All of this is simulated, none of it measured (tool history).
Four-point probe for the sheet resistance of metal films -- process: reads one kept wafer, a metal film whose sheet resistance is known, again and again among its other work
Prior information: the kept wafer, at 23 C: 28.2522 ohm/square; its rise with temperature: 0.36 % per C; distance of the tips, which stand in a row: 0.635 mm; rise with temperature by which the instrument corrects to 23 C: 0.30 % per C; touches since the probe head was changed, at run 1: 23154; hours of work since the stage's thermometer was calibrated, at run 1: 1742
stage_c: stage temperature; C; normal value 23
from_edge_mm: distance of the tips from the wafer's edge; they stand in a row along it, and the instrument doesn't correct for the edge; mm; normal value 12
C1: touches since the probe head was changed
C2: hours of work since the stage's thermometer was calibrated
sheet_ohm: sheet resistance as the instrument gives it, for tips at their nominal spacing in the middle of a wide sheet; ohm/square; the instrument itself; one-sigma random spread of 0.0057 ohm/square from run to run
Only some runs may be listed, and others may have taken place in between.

Run 1, hour 0.0: usual settings; C1 23154; C2 1742. Result: sheet_ohm 28.306811 ohm/square.
Run 2, hour 111.5: usual settings but from_edge_mm 5 mm; C1 25434; C2 1809. Result: sheet_ohm 28.510823 ohm/square.
Run 3, hour 177.5: usual settings but from_edge_mm 5 mm; C1 26784; C2 1849. Result: sheet_ohm 28.519937 ohm/square.
Run 4, hour 285.8: usual settings but from_edge_mm 5 mm; C1 28999; C2 1914. Result: sheet_ohm 28.499502 ohm/square.
Run 5, hour 356.9: usual settings but from_edge_mm 61 mm; C1 30453; C2 1957. Result: sheet_ohm 28.261864 ohm/square.
Run 6, hour 452.4: usual settings but from_edge_mm 61 mm; C1 32406; C2 2014. Result: sheet_ohm 28.280887 ohm/square.
Run 7, hour 565.6: usual settings; C1 34721; C2 2082. Result: sheet_ohm 28.302823 ohm/square.
Run 8, hour 670.9: usual settings but from_edge_mm 18 mm; C1 36873; C2 2145. Result: sheet_ohm 28.289362 ohm/square.
At hour 727.1: stage's thermometer calibrated.
Run 9, hour 787.9: usual settings but from_edge_mm 18 mm; C1 39256; C2 37. Result: sheet_ohm 28.264299 ohm/square.
Run 10, hour 900.1: usual settings but from_edge_mm 18 mm; C1 41551; C2 104. Result: sheet_ohm 28.262144 ohm/square.
Run 11, hour 965.7: usual settings but from_edge_mm 18 mm; C1 42893; C2 143. Result: sheet_ohm 28.255238 ohm/square.
Run 12, hour 1035.4: usual settings but from_edge_mm 18 mm; C1 44318; C2 185. Result: sheet_ohm 28.269945 ohm/square.
Run 13, hour 1153.8: usual settings but stage_c 22 C; C1 46739; C2 256. Result: sheet_ohm 28.283271 ohm/square.
At hour 1216.3: stage's thermometer calibrated, once more.
Run 14, hour 1261.6: usual settings but stage_c 22 C; C1 48934; C2 27. Result: sheet_ohm 28.366511 ohm/square.
Run 15, hour 1340.3: usual settings but stage_c 22 C; C1 50543; C2 75. Result: sheet_ohm 28.365522 ohm/square.
Run 16, hour 1437.9: usual settings but stage_c 22 C; C1 52539; C2 133. Result: sheet_ohm 28.364374 ohm/square.
Run 17, hour 1504.5: usual settings but stage_c 22 C; C1 53901; C2 173. Result: sheet_ohm 28.371118 ohm/square.
Run 18, hour 1590.8: usual settings but stage_c 22 C; C1 55665; C2 225. Result: sheet_ohm 28.378118 ohm/square.
Run 19, hour 1661.6: usual settings but stage_c 22 C; C1 57113; C2 268. Result: sheet_ohm 28.372605 ohm/square.
Run 20, hour 1728.2: usual settings; C1 58476; C2 308. Result: sheet_ohm 28.385977 ohm/square.
Run 21, hour 1829.0: usual settings; C1 60537; C2 368. Result: sheet_ohm 28.389131 ohm/square.
Run 22, hour 1897.3: usual settings but stage_c 25 C; C1 61934; C2 409. Result: sheet_ohm 28.441804 ohm/square.
Run 23, hour 1947.2: usual settings but stage_c 25 C; C1 62953; C2 439. Result: sheet_ohm 28.432002 ohm/square.
Run 24, hour 2057.8: usual settings but stage_c 25 C; C1 65216; C2 506. Result: sheet_ohm 28.426821 ohm/square.
Run 25, hour 2124.1: usual settings but stage_c 25 C, from_edge_mm 4 mm; C1 66571; C2 546. Result: sheet_ohm 28.766543 ohm/square.
Run 26, hour 2230.2: usual settings but stage_c 27 C, from_edge_mm 5 mm; C1 68740; C2 609. Result: sheet_ohm 28.662820 ohm/square.
Run 27, hour 2343.4: usual settings but stage_c 27 C, from_edge_mm 5 mm; C1 71057; C2 678. Result: sheet_ohm 28.673124 ohm/square.
Run 28, hour 2431.6: usual settings but stage_c 20 C, from_edge_mm 3 mm; C1 72861; C2 731. Result: sheet_ohm 28.982892 ohm/square.
Run 29, hour 2511.0: usual settings; C1 74484; C2 778. Result: sheet_ohm 28.410205 ohm/square.
Run 30, hour 2571.8: usual settings but from_edge_mm 35 mm; C1 75727; C2 815. Result: sheet_ohm 28.364408 ohm/square.
Run 31, hour 2673.8: usual settings but stage_c 18 C, from_edge_mm 39 mm; C1 77812; C2 876. Result: sheet_ohm 28.284533 ohm/square.
Run 32, hour 2760.2: usual settings but stage_c 18 C, from_edge_mm 39 mm; C1 79580; C2 928. Result: sheet_ohm 28.283206 ohm/square.
Run 33, hour 2814.1: usual settings but stage_c 18 C, from_edge_mm 39 mm; C1 80683; C2 961. Result: sheet_ohm 28.283606 ohm/square.
Run 34, hour 2863.8: usual settings but stage_c 19 C, from_edge_mm 75 mm; C1 81698; C2 990. Result: sheet_ohm 28.308898 ohm/square.
Run 35, hour 2946.6: usual settings but stage_c 33 C, from_edge_mm 5 mm; C1 83392; C2 1040. Result: sheet_ohm 28.773550 ohm/square.
Run 36, hour 2998.3: usual settings but from_edge_mm 4 mm; C1 84450; C2 1071. Result: sheet_ohm 28.757574 ohm/square.
Run 37, hour 3094.4: usual settings but stage_c 25 C, from_edge_mm 66 mm; C1 86415; C2 1129. Result: sheet_ohm 28.403769 ohm/square.
Run 38, hour 3159.8: usual settings; C1 87752; C2 1168. Result: sheet_ohm 28.423026 ohm/square.
Run 39, hour 3239.6: usual settings but stage_c 24 C, from_edge_mm 8 mm; C1 89384; C2 1216. Result: sheet_ohm 28.483419 ohm/square.
Run 40, hour 3319.4: usual settings but stage_c 30 C, from_edge_mm 4 mm; C1 91016; C2 1264. Result: sheet_ohm 28.869571 ohm/square.
Run 41, hour 3406.9: usual settings but stage_c 30 C, from_edge_mm 4 mm; C1 92806; C2 1317. Result: sheet_ohm 28.874224 ohm/square.
Run 42, hour 3473.5: usual settings but stage_c 30 C, from_edge_mm 4 mm; C1 94166; C2 1357. Result: sheet_ohm 28.873059 ohm/square.
Run 43, hour 3573.5: usual settings but stage_c 18 C, from_edge_mm 71 mm; C1 96212; C2 1417. Result: sheet_ohm 28.288933 ohm/square.
Run 44, hour 3664.9: usual settings but stage_c 22 C, from_edge_mm 32 mm; C1 98082; C2 1472. Result: sheet_ohm 28.369438 ohm/square.
Run 45, hour 3779.9: usual settings but stage_c 20 C, from_edge_mm 70 mm; C1 100433; C2 1541. Result: sheet_ohm 28.338479 ohm/square.

Below are 4 alternative next runs, each starting from the tool's condition after run 45. Predict each:
Run A, hour 3865.1: usual settings but from_edge_mm 4 mm; C1 102176; C2 1592. Result: sheet_ohm ?.
Run B, hour 3865.1: usual settings but stage_c 24 C, from_edge_mm 61 mm; C1 102176; C2 1592. Result: sheet_ohm ?.
Run C, hour 3865.1: usual settings but stage_c 18 C, from_edge_mm 9 mm; C1 102176; C2 1592. Result: sheet_ohm ?.
Run D, hour 3865.1: usual settings but stage_c 26 C, from_edge_mm 43 mm; C1 102176; C2 1592. Result: sheet_ohm ?.

run  sheet_ohm
  A  28.763691
  B  28.403227
  C  28.371993
  D  28.440583
With no hidden state in the tool, these same runs would have given:
run  sheet_ohm
  A  28.629006
  B  28.269937
  C  28.239618
  D  28.306879
